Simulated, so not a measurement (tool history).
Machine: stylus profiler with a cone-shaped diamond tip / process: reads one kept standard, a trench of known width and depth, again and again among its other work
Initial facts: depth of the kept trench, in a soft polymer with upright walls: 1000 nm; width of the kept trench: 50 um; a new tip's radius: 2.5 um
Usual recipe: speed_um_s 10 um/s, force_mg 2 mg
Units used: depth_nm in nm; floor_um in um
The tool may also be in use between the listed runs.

| run | hour | speed_um_s | force_mg | depth_nm | floor_um |
|---|---|---|---|---|---|
| 1 | 0 | 10 | 2 | 1008.22 | 43.9 |
| 2 | 138.9 | 10 | 4.91 | 1018.79 | 43.9 |
| 3 | 219.8 | 10 | 4.13 | 1015.96 | 43.81 |
| 4 | 311.7 | 10 | 4.13 | 1015.56 | 43.77 |
| 5 | 411.3 | 10 | 4.13 | 1015.34 | 43.65 |
| 6 | 487.4 | 10 | 4.13 | 1015.3 | 43.67 |
| 7 | 597.1 | 10 | 4.13 | 1014.74 | 43.57 |
| 8 | 701.9 | 7 | 1.15 | 1001.09 | 43.54 |
| 9 | 830.4 | 7 | 1.15 | 1001.68 | 43.47 |
| 10 | 898 | 7 | 1.15 | 1001.41 | 43.4 |
| 11 | 1007.4 | 28 | 0.75 | 998.64 | 43.27 |
| 12 | 1093.1 | 28 | 1.34 | 1002.34 | 43.25 |
|  | 1146.7 | height scale calibrated on a step standard |
| 13 | 1170.8 | 28 | 1.34 | 1010.46 | 43.17 |
| 14 | 1300.4 | 7 | 1.26 | 1010.05 | 43.23 |

The logged runs with the hidden state left out (each run's random variation unchanged):
What the log doesn't record here: radius of the tip, um; height scale over the true one, %; drift of the gauge itself on depth_nm, %; drift of the gauge itself on floor_um, %.
| run | depth_nm | floor_um |
|---|---|---|
| 1 | 1014.34 | 45.94 |
| 2 | 1025.3 | 46.02 |
| 3 | 1022.63 | 45.98 |
| 4 | 1022.45 | 46 |
| 5 | 1022.47 | 45.94 |
| 6 | 1022.61 | 46 |
| 7 | 1022.32 | 45.96 |
| 8 | 1008.82 | 45.99 |
| 9 | 1009.71 | 45.99 |
| 10 | 1009.6 | 45.96 |
| 11 | 1007.06 | 45.9 |
| 12 | 1011.02 | 45.92 |
| 13 | 1010.62 | 45.88 |
| 14 | 1010.52 | 46.02 |

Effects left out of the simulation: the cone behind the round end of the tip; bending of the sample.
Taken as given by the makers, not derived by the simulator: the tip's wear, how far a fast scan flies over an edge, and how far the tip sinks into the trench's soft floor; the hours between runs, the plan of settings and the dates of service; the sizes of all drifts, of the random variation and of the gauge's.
